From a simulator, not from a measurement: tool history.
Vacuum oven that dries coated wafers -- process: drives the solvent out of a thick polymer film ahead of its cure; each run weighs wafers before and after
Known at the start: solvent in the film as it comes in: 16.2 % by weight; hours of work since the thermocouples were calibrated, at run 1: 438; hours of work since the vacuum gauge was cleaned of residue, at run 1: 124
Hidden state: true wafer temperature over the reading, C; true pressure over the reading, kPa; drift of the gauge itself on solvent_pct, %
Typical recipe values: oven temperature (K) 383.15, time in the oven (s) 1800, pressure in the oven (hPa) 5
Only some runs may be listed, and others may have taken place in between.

run	hour	oven temperature (K)	time in the oven (s)	pressure in the oven (hPa)	hours of work since the thermocouples were calibrated	hours of work since the vacuum gauge was cleaned of residue	solvent left in the film (%)
1	0	383.15	1800	5	438	124	2.49
2	22.8	383.15	1800	5	450	135	2.52
3	58.4	383.15	1800	8.07	467	153	2.54
4	89.7	383.15	1800	8.07	483	168	2.58
5	125.8	378.15	1800	5	501	186	3.58
6	152.4	383.15	1800	5	514	200	2.52
7	181.2	383.15	1800	5	528	214	2.58
8	210.9	383.15	1800	5	543	229	2.6
9	247.3	383.15	1800	5	561	247	2.55
10	286.7	383.15	1800	5	581	267	2.59
11	313.9	383.15	1800	5	595	280	2.57
12	349.4	392.15	1800	5	612	298	1.08
13	384.9	386.15	2160	5.33	630	316	1.38
14	426.6	386.15	3180	4.3	651	337	0.55
15	457.1	383.15	2820	3.94	666	352	1.1
16	488	383.15	2820	3.94	681	367	1.09
17	516.2	378.15	1500	7.2	696	381	4.6
18	533.2	376.15	1800	5	704	390	4.14
19	561.8	385.15	1080	4.64	718	404	4.44
20	596.4	376.15	1800	5	736	421	4.29
21	615.1	376.15	1800	5	745	431	4.18
22	644.9	376.15	1800	5	760	445	4.32
23	674.6	394.15	1320	4.22	775	460	1.82

Below are 4 alternative next runs, each starting from the tool's condition after run 23. Predict each:
A	716.8	394.15	1140	3.56	796	481	?
B	716.8	371.15	1080	3.81	796	481	?
C	716.8	389.15	1980	11.47	796	481	?
D	716.8	390.15	1800	5.3	796	481	?

run	solvent left in the film (%)
A	2.34
B	7.72
C	1.44
D	1.47
Without the tool's unlogged condition, the same runs would have read:
run	solvent left in the film (%)
A	2.08
B	7.4
C	1.23
D	1.26
